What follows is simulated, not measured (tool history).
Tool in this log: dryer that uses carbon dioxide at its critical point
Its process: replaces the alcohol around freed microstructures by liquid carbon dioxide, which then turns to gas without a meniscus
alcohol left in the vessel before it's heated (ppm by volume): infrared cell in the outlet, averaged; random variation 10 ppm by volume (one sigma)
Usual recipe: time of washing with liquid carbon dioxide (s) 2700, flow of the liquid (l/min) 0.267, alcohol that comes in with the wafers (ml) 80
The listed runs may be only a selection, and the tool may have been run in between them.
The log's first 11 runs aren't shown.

| run | hour | time of washing with liquid carbon dioxide (s) | flow of the liquid (l/min) | alcohol that comes in with the wafers (ml) | hours of work since the filter was changed | hours of work since the purifier's bed was changed | alcohol left in the vessel before it's heated (ppm by volume) |
|---|---|---|---|---|---|---|---|
| 12 | 426.9 | 2820 | 0.267 | 88 | 267 | 315 | 920 |
| 13 | 478.6 | 2820 | 0.267 | 88 | 291 | 339 | 967 |
| 14 | 528.7 | 2700 | 0.267 | 92 | 314 | 362 | 1206 |
| 15 | 572.4 | 2700 | 0.267 | 80 | 334 | 382 | 1131 |
|  | 614.2 | inlet filter changed |
| 16 | 627.0 | 3480 | 0.267 | 80 | 6 | 407 | 248 |
| 17 | 660.1 | 3480 | 0.267 | 80 | 21 | 422 | 254 |
| 18 | 688.4 | 1620 | 0.354 | 99 | 34 | 435 | 1972 |
| 19 | 739.5 | 4320 | 0.267 | 100 | 58 | 458 | 145 |
| 20 | 777.6 | 1980 | 0.284 | 23 | 75 | 476 | 552 |
| 21 | 821.1 | 1980 | 0.284 | 23 | 95 | 496 | 558 |
| 22 | 869.8 | 4080 | 0.187 | 36 | 118 | 519 | 336 |
| 23 | 919.2 | 2700 | 0.441 | 78 | 141 | 541 | 152 |
| 24 | 945.2 | 2100 | 0.166 | 23 | 153 | 553 | 1761 |
| 25 | 976.9 | 3360 | 0.224 | 20 | 167 | 568 | 259 |
| 26 | 1000.9 | 3360 | 0.224 | 20 | 178 | 579 | 256 |
| 27 | 1044.6 | 3360 | 0.224 | 20 | 198 | 599 | 265 |
| 28 | 1070.2 | 3600 | 0.450 | 32 | 210 | 611 | 105 |
| 29 | 1095.2 | 3600 | 0.200 | 32 | 222 | 622 | 448 |
| 30 | 1137.8 | 3600 | 0.200 | 32 | 241 | 642 | 454 |
| 31 | 1162.3 | 3600 | 0.200 | 32 | 253 | 653 | 469 |
| 32 | 1217.4 | 4080 | 0.200 | 26 | 278 | 679 | 298 |
| 33 | 1252.1 | 1680 | 0.219 | 80 | 294 | 695 | 6132 |
| 34 | 1278.6 | 3060 | 0.168 | 32 | 306 | 707 | 1275 |

3 ways to go on from here, each from the tool as it stands after run 34. What would each give?
| A | 1333.9 | 2700 | 0.267 | 29 | 332 | 732 | ? |
| B | 1333.9 | 2640 | 0.315 | 80 | 332 | 732 | ? |
| C | 1333.9 | 2520 | 0.267 | 67 | 332 | 732 | ? |

| run | alcohol left in the vessel before it's heated (ppm by volume) |
|---|---|
| A | 508 |
| B | 714 |
| C | 1254 |
The same runs, with their run-to-run variation unchanged, on a tool lacking any hidden condition would have given:
| run | alcohol left in the vessel before it's heated (ppm by volume) |
|---|---|
| A | 219 |
| B | 305 |
| C | 652 |

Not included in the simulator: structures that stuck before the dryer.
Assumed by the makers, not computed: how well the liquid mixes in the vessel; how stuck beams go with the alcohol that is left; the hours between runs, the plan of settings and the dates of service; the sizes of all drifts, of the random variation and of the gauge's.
